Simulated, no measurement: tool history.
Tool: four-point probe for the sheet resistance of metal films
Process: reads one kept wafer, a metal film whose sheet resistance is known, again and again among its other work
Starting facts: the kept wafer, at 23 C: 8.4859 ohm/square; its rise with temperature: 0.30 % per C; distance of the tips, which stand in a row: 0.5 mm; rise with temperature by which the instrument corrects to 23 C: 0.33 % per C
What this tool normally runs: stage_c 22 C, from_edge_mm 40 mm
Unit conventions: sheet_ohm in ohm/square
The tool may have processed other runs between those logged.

run 1 hour=0 | stage_c=22 from_edge_mm=40 | sheet_ohm=8.47613
run 2 hour=8.4 | stage_c=22 from_edge_mm=40 | sheet_ohm=8.477251
run 3 hour=20.5 | stage_c=22 from_edge_mm=40 | sheet_ohm=8.477973
run 4 hour=29.9 | stage_c=22 from_edge_mm=40 | sheet_ohm=8.481381
run 5 hour=39.3 | stage_c=31 from_edge_mm=40 | sheet_ohm=8.455422
run 6 hour=48.2 | stage_c=22 from_edge_mm=40 | sheet_ohm=8.482557
run 7 hour=66.1 | stage_c=22 from_edge_mm=40 | sheet_ohm=8.478061
run 8 hour=78.5 | stage_c=22 from_edge_mm=40 | sheet_ohm=8.479062
run 9 hour=88.5 | stage_c=22 from_edge_mm=50 | sheet_ohm=8.481481
run 10 hour=103.4 | stage_c=22 from_edge_mm=50 | sheet_ohm=8.479924
run 11 hour=112.6 | stage_c=22 from_edge_mm=40 | sheet_ohm=8.481602
-- hour=114.7 stage's thermometer calibrated
run 12 hour=128.6 | stage_c=22 from_edge_mm=40 | sheet_ohm=8.481216
run 13 hour=137.6 | stage_c=22 from_edge_mm=40 | sheet_ohm=8.483801
run 14 hour=149.2 | stage_c=25 from_edge_mm=40 | sheet_ohm=8.481767
run 15 hour=164 | stage_c=34 from_edge_mm=10 | sheet_ohm=8.465506
run 16 hour=175.6 | stage_c=26 from_edge_mm=23 | sheet_ohm=8.478378
run 17 hour=185.9 | stage_c=26 from_edge_mm=23 | sheet_ohm=8.478709
-- hour=195.5 stage's thermometer calibrated, once more
run 18 hour=198.6 | stage_c=26 from_edge_mm=23 | sheet_ohm=8.472914
run 19 hour=207.2 | stage_c=26 from_edge_mm=23 | sheet_ohm=8.475097
run 20 hour=215.3 | stage_c=20 from_edge_mm=25 | sheet_ohm=8.485893
run 21 hour=225.2 | stage_c=20 from_edge_mm=25 | sheet_ohm=8.488536
run 22 hour=237.6 | stage_c=20 from_edge_mm=14 | sheet_ohm=8.493245
run 23 hour=254.7 | stage_c=20 from_edge_mm=14 | sheet_ohm=8.496767
run 24 hour=271.6 | stage_c=33 from_edge_mm=7 | sheet_ohm=8.479623
run 25 hour=283.3 | stage_c=33 from_edge_mm=7 | sheet_ohm=8.480001
run 26 hour=292.4 | stage_c=33 from_edge_mm=7 | sheet_ohm=8.482974

Estimate the outcome of run 27 from the log above:
run 27 hour=308.2 | stage_c=33 from_edge_mm=7 | sheet_ohm=?

Run 27 produced sheet_ohm 8.481782 ohm/square.
Minus the tool's unlogged condition, the same run would have read sheet_ohm 8.485802 ohm/square.

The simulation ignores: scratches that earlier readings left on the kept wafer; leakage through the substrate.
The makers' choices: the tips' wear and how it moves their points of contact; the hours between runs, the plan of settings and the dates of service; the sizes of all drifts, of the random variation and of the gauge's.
